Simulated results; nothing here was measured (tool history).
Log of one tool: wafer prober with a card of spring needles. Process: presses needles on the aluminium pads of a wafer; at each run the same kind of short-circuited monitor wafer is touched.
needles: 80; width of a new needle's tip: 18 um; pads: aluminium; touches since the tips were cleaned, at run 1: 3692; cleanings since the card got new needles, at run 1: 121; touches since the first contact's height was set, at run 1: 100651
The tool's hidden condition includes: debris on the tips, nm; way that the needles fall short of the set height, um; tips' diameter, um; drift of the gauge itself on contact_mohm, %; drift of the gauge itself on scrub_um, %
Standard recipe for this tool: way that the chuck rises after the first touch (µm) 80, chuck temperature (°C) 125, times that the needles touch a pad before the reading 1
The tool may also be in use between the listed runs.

| run | day | way that the chuck rises after the first touch (µm) | chuck temperature (°C) | times that the needles touch a pad before the reading | touches since the tips were cleaned | cleanings since the card got new needles | touches since the first contact's height was set | resistance of one needle with its contact and lead (mohm) | way that a needle slides on the pad (µm) |
|---|---|---|---|---|---|---|---|---|---|
| 1 | 0.000 | 80 | 125 | 1 | 3692 | 121 | 100651 | 344 | 14.26 |
|  | 0.558 | tips cleaned on abrasive film |
|  | 1.521 | tips cleaned on abrasive film |
|  | 2.446 | tips cleaned on abrasive film |
|  | 2.458 | height of the first contact set anew |
| 2 | 2.554 | 80 | 125 | 1 | 999 | 124 | 999 | 309 | 14.43 |
|  | 3.333 | tips cleaned on abrasive film |
|  | 4.221 | tips cleaned on abrasive film |
| 3 | 4.333 | 80 | 125 | 3 | 1161 | 126 | 19353 | 300 | 14.38 |
|  | 5.067 | tips cleaned on abrasive film |
|  | 5.983 | tips cleaned on abrasive film |
|  | 6.962 | tips cleaned on abrasive film |
| 4 | 7.133 | 80 | 125 | 3 | 1758 | 129 | 48306 | 298 | 14.35 |
|  | 7.921 | tips cleaned on abrasive film |
|  | 8.875 | tips cleaned on abrasive film |
| 5 | 8.904 | 68 | 125 | 1 | 304 | 131 | 66655 | 307 | 12.13 |
|  | 9.704 | tips cleaned on abrasive film |
|  | 10.504 | tips cleaned on abrasive film |
|  | 11.429 | tips cleaned on abrasive film |
| 6 | 11.729 | 68 | 125 | 1 | 3114 | 134 | 95841 | 358 | 12.09 |
|  | 12.312 | tips cleaned on abrasive film |
|  | 13.217 | tips cleaned on abrasive film |
|  | 14.158 | tips cleaned on abrasive film |
| 7 | 14.254 | 68 | 125 | 1 | 973 | 137 | 121924 | 334 | 12.03 |
|  | 14.654 | height of the first contact set anew |
|  | 15.054 | tips cleaned on abrasive film |
|  | 16.050 | tips cleaned on abrasive film |
|  | 17.000 | tips cleaned on abrasive film |
| 8 | 17.058 | 92 | 125 | 1 | 617 | 140 | 24864 | 299 | 16.51 |
|  | 17.800 | tips cleaned on abrasive film |
|  | 18.762 | tips cleaned on abrasive film |
| 9 | 19.054 | 92 | 125 | 1 | 2993 | 142 | 45474 | 329 | 16.50 |
|  | 19.654 | tips cleaned on abrasive film |
|  | 20.450 | tips cleaned on abrasive film |
|  | 21.425 | tips cleaned on abrasive film |
| 10 | 21.542 | 80 | 125 | 1 | 1194 | 145 | 71192 | 326 | 14.28 |
|  | 22.267 | tips cleaned on abrasive film |
|  | 23.158 | tips cleaned on abrasive film |
| 11 | 23.538 | 80 | 125 | 1 | 3974 | 147 | 91858 | 342 | 14.24 |
|  | 24.138 | tips cleaned on abrasive film |
|  | 25.133 | tips cleaned on abrasive film |
| 12 | 25.333 | 80 | 125 | 1 | 2105 | 149 | 110426 | 325 | 14.23 |
|  | 26.129 | tips cleaned on abrasive film |
|  | 26.850 | height of the first contact set anew |
| 13 | 26.921 | 80 | 125 | 1 | 8123 | 150 | 745 | 364 | 14.43 |
|  | 27.075 | tips cleaned on abrasive film |
|  | 27.871 | tips cleaned on abrasive film |
|  | 28.792 | tips cleaned on abrasive film |
| 14 | 29.304 | 80 | 125 | 1 | 5307 | 153 | 25344 | 359 | 14.36 |
|  | 29.688 | tips cleaned on abrasive film |
|  | 30.625 | tips cleaned on abrasive film |
|  | 31.579 | tips cleaned on abrasive film |
|  | 32.479 | tips cleaned on abrasive film |
| 15 | 32.608 | 90 | 125 | 1 | 1367 | 157 | 59524 | 316 | 16.12 |
|  | 33.358 | tips cleaned on abrasive film |
|  | 34.275 | tips cleaned on abrasive film |
| 16 | 34.275 | 71 | 125 | 1 | 0 | 159 | 76741 | 303 | 12.65 |
|  | 35.075 | tips cleaned on abrasive film |
|  | 35.996 | tips cleaned on abrasive film |
|  | 36.954 | tips cleaned on abrasive film |
| 17 | 37.583 | 75 | 102 | 2 | 6529 | 162 | 110957 | 336 | 13.33 |
|  | 37.788 | tips cleaned on abrasive film |
|  | 38.725 | tips cleaned on abrasive film |
|  | 38.921 | height of the first contact set anew |
|  | 39.708 | tips cleaned on abrasive film |
| 18 | 39.950 | 78 | 44 | 2 | 2500 | 165 | 10617 | 305 | 14.03 |
|  | 40.550 | tips cleaned on abrasive film |
|  | 41.471 | tips cleaned on abrasive film |
| 19 | 42.225 | 78 | 44 | 2 | 7814 | 167 | 34176 | 321 | 14.02 |
|  | 42.425 | tips cleaned on abrasive film |
|  | 43.338 | tips cleaned on abrasive film |
| 20 | 43.871 | 78 | 44 | 2 | 5518 | 169 | 51175 | 321 | 13.98 |
|  | 44.233 | tips cleaned on abrasive film |
|  | 45.204 | tips cleaned on abrasive film |
|  | 46.000 | tips cleaned on abrasive film |
|  | 46.933 | tips cleaned on abrasive film |
| 21 | 46.933 | 87 | 44 | 1 | 0 | 173 | 82807 | 273 | 15.54 |
|  | 47.925 | tips cleaned on abrasive film |
|  | 48.867 | tips cleaned on abrasive film |
|  | 49.808 | tips cleaned on abrasive film |
| 22 | 49.942 | 87 | 44 | 1 | 1378 | 176 | 113928 | 296 | 15.49 |
|  | 50.662 | tips cleaned on abrasive film |
|  | 51.004 | height of the first contact set anew |
|  | 51.604 | tips cleaned on abrasive film |
| 23 | 52.375 | 87 | 57 | 1 | 8019 | 178 | 14207 | 346 | 15.68 |
|  | 52.579 | tips cleaned on abrasive film |
|  | 53.471 | tips cleaned on abrasive film |
| 24 | 53.896 | 66 | 57 | 2 | 4423 | 180 | 29921 | 334 | 11.83 |
|  | 54.300 | tips cleaned on abrasive film |
|  | 55.208 | tips cleaned on abrasive film |
| 25 | 55.546 | 66 | 57 | 2 | 3516 | 182 | 46962 | 331 | 11.81 |
|  | 56.108 | tips cleaned on abrasive film |
|  | 57.054 | tips cleaned on abrasive film |
|  | 58.004 | tips cleaned on abrasive film |
| 26 | 58.004 | 66 | 66 | 2 | 0 | 185 | 72347 | 288 | 11.73 |
|  | 58.904 | tips cleaned on abrasive film |
|  | 59.900 | tips cleaned on abrasive film |
| 27 | 59.975 | 80 | 90 | 1 | 751 | 187 | 92730 | 300 | 14.26 |
|  | 60.754 | tips cleaned on abrasive film |
|  | 61.550 | tips cleaned on abrasive film |
|  | 62.550 | tips cleaned on abrasive film |
| 28 | 62.988 | 80 | 90 | 1 | 4549 | 190 | 123908 | 360 | 14.17 |
|  | 63.200 | height of the first contact set anew |
|  | 63.400 | tips cleaned on abrasive film |
|  | 64.288 | tips cleaned on abrasive film |
|  | 65.167 | tips cleaned on abrasive film |
| 29 | 65.450 | 78 | 94 | 2 | 2944 | 193 | 23247 | 316 | 14.00 |

Results per run with the tool's hidden condition removed, run-to-run variation unchanged:
| run | resistance of one needle with its contact and lead (mohm) | way that a needle slides on the pad (µm) |
|---|---|---|
| 1 | 283 | 14.44 |
| 2 | 280 | 14.43 |
| 3 | 286 | 14.41 |
| 4 | 282 | 14.43 |
| 5 | 286 | 12.25 |
| 6 | 287 | 12.26 |
| 7 | 287 | 12.25 |
| 8 | 279 | 16.57 |
| 9 | 282 | 16.59 |
| 10 | 286 | 14.43 |
| 11 | 281 | 14.41 |
| 12 | 280 | 14.43 |
| 13 | 284 | 14.43 |
| 14 | 287 | 14.41 |
| 15 | 282 | 16.23 |
| 16 | 285 | 12.80 |
| 17 | 277 | 13.53 |
| 18 | 262 | 14.05 |
| 19 | 259 | 14.07 |
| 20 | 263 | 14.06 |
| 21 | 261 | 15.70 |
| 22 | 262 | 15.71 |
| 23 | 263 | 15.70 |
| 24 | 267 | 11.89 |
| 25 | 267 | 11.90 |
| 26 | 273 | 11.87 |
| 27 | 267 | 14.42 |
| 28 | 273 | 14.39 |
| 29 | 275 | 14.06 |
